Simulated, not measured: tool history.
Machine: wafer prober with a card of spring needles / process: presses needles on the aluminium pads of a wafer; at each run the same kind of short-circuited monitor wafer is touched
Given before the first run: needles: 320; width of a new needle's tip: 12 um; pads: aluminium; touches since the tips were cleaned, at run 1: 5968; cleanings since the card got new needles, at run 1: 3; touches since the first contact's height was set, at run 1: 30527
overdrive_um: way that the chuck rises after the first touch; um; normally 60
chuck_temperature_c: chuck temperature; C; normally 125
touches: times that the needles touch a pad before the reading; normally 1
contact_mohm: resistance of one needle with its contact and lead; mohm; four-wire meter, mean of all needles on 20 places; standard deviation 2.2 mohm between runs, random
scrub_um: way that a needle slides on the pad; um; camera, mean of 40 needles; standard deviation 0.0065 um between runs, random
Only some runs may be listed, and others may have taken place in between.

run	hour	overdrive_um	chuck_temperature_c	touches	touches since the tips were cleaned	cleanings since the card got new needles	touches since the first contact's height was set	contact_mohm	scrub_um
1	0	60	125	1	5968	3	30527	242	8.136
# hour 3.7: tips cleaned on abrasive film
2	8	60	41	1	1465	4	33244	224	8.14
3	15.7	60	41	1	4137	4	35916	226	8.118
# hour 24.4: tips cleaned on abrasive film
4	26.9	60	125	1	839	5	39716	241	8.11
5	36	60	125	1	3987	5	42864	240	8.101
6	41.4	51	125	1	5868	5	44745	241	6.883
# hour 45.1: tips cleaned on abrasive film
7	49.5	60	125	1	1511	6	47497	243	8.09
8	57.4	60	125	1	4243	6	50229	246	8.087
# hour 66.1: tips cleaned on abrasive film
9	66.5	60	125	1	151	7	53316	244	8.069
10	72.6	60	125	1	2249	7	55414	247	8.074
11	80.5	60	125	1	4987	7	58152	242	8.062
# hour 86.8: tips cleaned on abrasive film
12	92	60	125	1	1792	8	62072	245	8.042
13	102.2	60	125	2	5313	8	65593	244	8.026
# hour 107.5: tips cleaned on abrasive film
14	110.5	60	125	2	1030	9	68406	239	8.021
15	118.7	60	125	2	3872	9	71248	247	8.009
16	127.4	60	125	2	6865	9	74241	245	8.006
# hour 128.1: tips cleaned on abrasive film
17	135.3	60	125	2	2499	10	76944	241	7.999
18	141	60	125	2	4466	10	78911	244	7.983
19	146.1	60	125	2	6197	10	80642	245	7.994
# hour 148.2: gauge calibrated
# hour 149.2: tips cleaned on abrasive film
20	151.8	46	116	3	890	11	82581	241	6.242
21	159.2	74	112	3	3437	11	85128	238	10.036
22	166.7	60	31	1	6031	11	87722	216	8.139
# hour 170.4: tips cleaned on abrasive film
23	176.4	44	40	1	2054	12	91026	223	5.941
24	186.7	44	27	2	5604	12	94576	220	5.932
# hour 191.3: tips cleaned on abrasive film
25	196.9	44	45	2	1901	13	98052	225	5.936
26	206.6	60	84	1	5275	13	101426	237	8.08
# hour 212.5: tips cleaned on abrasive film
27	216.2	43	38	2	1295	14	104693	226	5.777
28	226.1	57	125	1	4711	14	108109	244	7.651
# hour 233.1: tips cleaned on abrasive film
29	233.7	57	125	1	192	15	110680	243	7.66
30	238.9	47	34	1	1986	15	112474	223	6.302
31	248.2	49	37	2	5199	15	115687	223	6.558
# hour 254.4: tips cleaned on abrasive film
32	259.4	49	37	2	1728	16	119518	226	6.557
33	264.2	47	125	1	3361	16	121151	246	6.28
34	269.9	47	125	1	5332	16	123122	246	6.265
# hour 274.9: tips cleaned on abrasive film
35	276.2	47	125	1	450	17	125268	245	6.262

Here are 3 independent what-if runs from the current tool condition. What would each one return?
A	283.6	80	125	1	2986	17	127804	?	?
B	283.6	46	56	1	2986	17	127804	?	?
C	283.6	63	125	1	2986	17	127804	?	?

run	contact_mohm	scrub_um
A	242	10.652
B	229	6.135
C	244	8.394
With the hidden condition removed and each run's random variation left untouched, the same runs would have given:
run	contact_mohm	scrub_um
A	242	10.852
B	229	6.25
C	244	8.552
